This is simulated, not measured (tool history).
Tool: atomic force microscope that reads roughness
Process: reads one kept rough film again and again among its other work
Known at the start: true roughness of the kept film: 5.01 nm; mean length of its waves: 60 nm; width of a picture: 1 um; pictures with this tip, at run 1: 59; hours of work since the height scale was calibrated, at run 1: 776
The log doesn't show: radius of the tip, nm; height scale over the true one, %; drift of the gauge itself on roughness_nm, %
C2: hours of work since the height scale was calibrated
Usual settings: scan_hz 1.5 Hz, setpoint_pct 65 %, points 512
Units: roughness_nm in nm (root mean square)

Run 1, hour 0: usual settings; pictures with this tip 59; C2 776. Result: roughness_nm 4.605 nm (root mean square).
Run 2, hour 47.7: usual settings but points 324; pictures with this tip 134; C2 805. Result: roughness_nm 4.56 nm (root mean square).
Run 3, hour 109.6: usual settings; pictures with this tip 230; C2 841. Result: roughness_nm 4.476 nm (root mean square).
Run 4, hour 146.1: usual settings; pictures with this tip 288; C2 863. Result: roughness_nm 4.487 nm (root mean square).
At hour 178.6: new tip fitted.
Run 5, hour 180: usual settings but points 967; pictures with this tip 2; C2 883. Result: roughness_nm 4.668 nm (root mean square).
Run 6, hour 213.7: usual settings; pictures with this tip 55; C2 903. Result: roughness_nm 4.679 nm (root mean square).
Run 7, hour 243.9: usual settings; pictures with this tip 102; C2 921. Result: roughness_nm 4.609 nm (root mean square).
Run 8, hour 283.6: usual settings but points 317; pictures with this tip 164; C2 944. Result: roughness_nm 4.55 nm (root mean square).
Run 9, hour 332.4: usual settings but scan_hz 2.99 Hz, points 317; pictures with this tip 240; C2 973. Result: roughness_nm 4.393 nm (root mean square).
At hour 392.6: new tip fitted.
Run 10, hour 395: usual settings but scan_hz 2.99 Hz, points 317; pictures with this tip 3; C2 1010. Result: roughness_nm 4.544 nm (root mean square).
Run 11, hour 456.7: usual settings but scan_hz 2.99 Hz, setpoint_pct 55 %, points 317; pictures with this tip 100; C2 1047. Result: roughness_nm 4.609 nm (root mean square).
Run 12, hour 527.6: usual settings; pictures with this tip 210; C2 1089. Result: roughness_nm 4.493 nm (root mean square).
Run 13, hour 569.3: usual settings; pictures with this tip 276; C2 1113. Result: roughness_nm 4.461 nm (root mean square).
At hour 609.3: new tip fitted.
Run 14, hour 630.3: usual settings; pictures with this tip 32; C2 1149. Result: roughness_nm 4.666 nm (root mean square).
Run 15, hour 704: usual settings; pictures with this tip 148; C2 1193. Result: roughness_nm 4.595 nm (root mean square).
Run 16, hour 743.5: usual settings; pictures with this tip 209; C2 1217. Result: roughness_nm 4.549 nm (root mean square).
Run 17, hour 792.8: usual settings; pictures with this tip 286; C2 1246. Result: roughness_nm 4.476 nm (root mean square).
At hour 826.8: new tip fitted.
Run 18, hour 838.7: usual settings; pictures with this tip 18; C2 1273. Result: roughness_nm 4.666 nm (root mean square).
Run 19, hour 900.1: usual settings; pictures with this tip 114; C2 1309. Result: roughness_nm 4.625 nm (root mean square).
Run 20, hour 964.2: usual settings but scan_hz 3.35 Hz; pictures with this tip 215; C2 1347. Result: roughness_nm 4.391 nm (root mean square).
Run 21, hour 1031.4: usual settings but scan_hz 2.13 Hz; pictures with this tip 320; C2 1387. Result: roughness_nm 4.415 nm (root mean square).
At hour 1042.8: new tip fitted.
Run 22, hour 1079.6: usual settings but scan_hz 2.13 Hz; pictures with this tip 57; C2 1415. Result: roughness_nm 4.582 nm (root mean square).
Run 23, hour 1136: usual settings but scan_hz 2.13 Hz; pictures with this tip 145; C2 1449. Result: roughness_nm 4.568 nm (root mean square).
Run 24, hour 1202.3: usual settings but scan_hz 2.13 Hz; pictures with this tip 249; C2 1488. Result: roughness_nm 4.445 nm (root mean square).
At hour 1257.5: new tip fitted.
Run 25, hour 1276.2: usual settings but scan_hz 1.59 Hz, setpoint_pct 73 %, points 345; pictures with this tip 29; C2 1532. Result: roughness_nm 4.557 nm (root mean square).
Run 26, hour 1311.4: usual settings but scan_hz 2.28 Hz, setpoint_pct 61 %, points 867; pictures with this tip 84; C2 1553. Result: roughness_nm 4.638 nm (root mean square).
Run 27, hour 1358: usual settings but scan_hz 2.28 Hz, setpoint_pct 61 %, points 867; pictures with this tip 157; C2 1580. Result: roughness_nm 4.564 nm (root mean square).
Run 28, hour 1415.8: usual settings but setpoint_pct 86 %; pictures with this tip 247; C2 1615. Result: roughness_nm 4.211 nm (root mean square).
At hour 1471.3: new tip fitted.
Run 29, hour 1477.5: usual settings but scan_hz 2.52 Hz, setpoint_pct 72 %; pictures with this tip 10; C2 1651. Result: roughness_nm 4.432 nm (root mean square).
Run 30, hour 1546.9: usual settings but scan_hz 2.52 Hz, setpoint_pct 72 %; pictures with this tip 118; C2 1692. Result: roughness_nm 4.382 nm (root mean square).
Run 31, hour 1620.1: usual settings but scan_hz 1.45 Hz, setpoint_pct 58 %, points 525; pictures with this tip 233; C2 1735. Result: roughness_nm 4.593 nm (root mean square).
At hour 1685.8: new tip fitted.
Run 32, hour 1687.7: usual settings but scan_hz 1.21 Hz, setpoint_pct 82 %, points 294; pictures with this tip 3; C2 1775. Result: roughness_nm 4.52 nm (root mean square).
Run 33, hour 1736.1: usual settings but scan_hz 0.68 Hz, setpoint_pct 78 %, points 517; pictures with this tip 78; C2 1804. Result: roughness_nm 4.666 nm (root mean square).
Run 34, hour 1801: usual settings but scan_hz 3.13 Hz, setpoint_pct 78 %, points 476; pictures with this tip 180; C2 1842. Result: roughness_nm 4.137 nm (root mean square).
Run 35, hour 1851.4: usual settings but scan_hz 3.13 Hz, setpoint_pct 78 %, points 476; pictures with this tip 259; C2 1872. Result: roughness_nm 4.055 nm (root mean square).
Run 36, hour 1897.5: usual settings but scan_hz 3.13 Hz, setpoint_pct 78 %, points 476; pictures with this tip 331; C2 1900. Result: roughness_nm 4.027 nm (root mean square).
At hour 1903.8: new tip fitted.
Run 37, hour 1970.6: usual settings but scan_hz 3.13 Hz, setpoint_pct 78 %, points 476; pictures with this tip 104; C2 1943. Result: roughness_nm 4.129 nm (root mean square).
Run 38, hour 2037: usual settings but setpoint_pct 71 %; pictures with this tip 208; C2 1982. Result: roughness_nm 4.517 nm (root mean square).
Run 39, hour 2106.3: usual settings but setpoint_pct 64 %; pictures with this tip 316; C2 2023. Result: roughness_nm 4.522 nm (root mean square).
At hour 2117.1: new tip fitted.
Run 40, hour 2179.3: usual settings but setpoint_pct 71 %; pictures with this tip 97; C2 2066. Result: roughness_nm 4.583 nm (root mean square).
Run 41, hour 2232.2: usual settings but scan_hz 2.81 Hz, setpoint_pct 55 %, points 396; pictures with this tip 179; C2 2098. Result: roughness_nm 4.593 nm (root mean square).
Run 42, hour 2266.8: usual settings but scan_hz 2.81 Hz, setpoint_pct 55 %, points 396; pictures with this tip 234; C2 2118. Result: roughness_nm 4.573 nm (root mean square).

Forecast each of these 4 alternatives for the next run:
Run A, hour 2313.3: usual settings but scan_hz 1.38 Hz, setpoint_pct 60 %; pictures with this tip 306; C2 2146. Result: roughness_nm ?.
Run B, hour 2313.3: usual settings but scan_hz 1.01 Hz, setpoint_pct 83 %, points 446; pictures with this tip 306; C2 2146. Result: roughness_nm ?.
Run C, hour 2313.3: usual settings but setpoint_pct 56 %, points 357; pictures with this tip 306; C2 2146. Result: roughness_nm ?.
Run D, hour 2313.3: usual settings but scan_hz 2.81 Hz, setpoint_pct 66 %, points 396; pictures with this tip 306; C2 2146. Result: roughness_nm ?.

run  roughness_nm
  A         4.548
  B         4.369
  C         4.558
  D         4.381
Without the tool's hidden state the same runs would have given:
run  roughness_nm
  A         4.682
  B         4.498
  C         4.693
  D         4.511
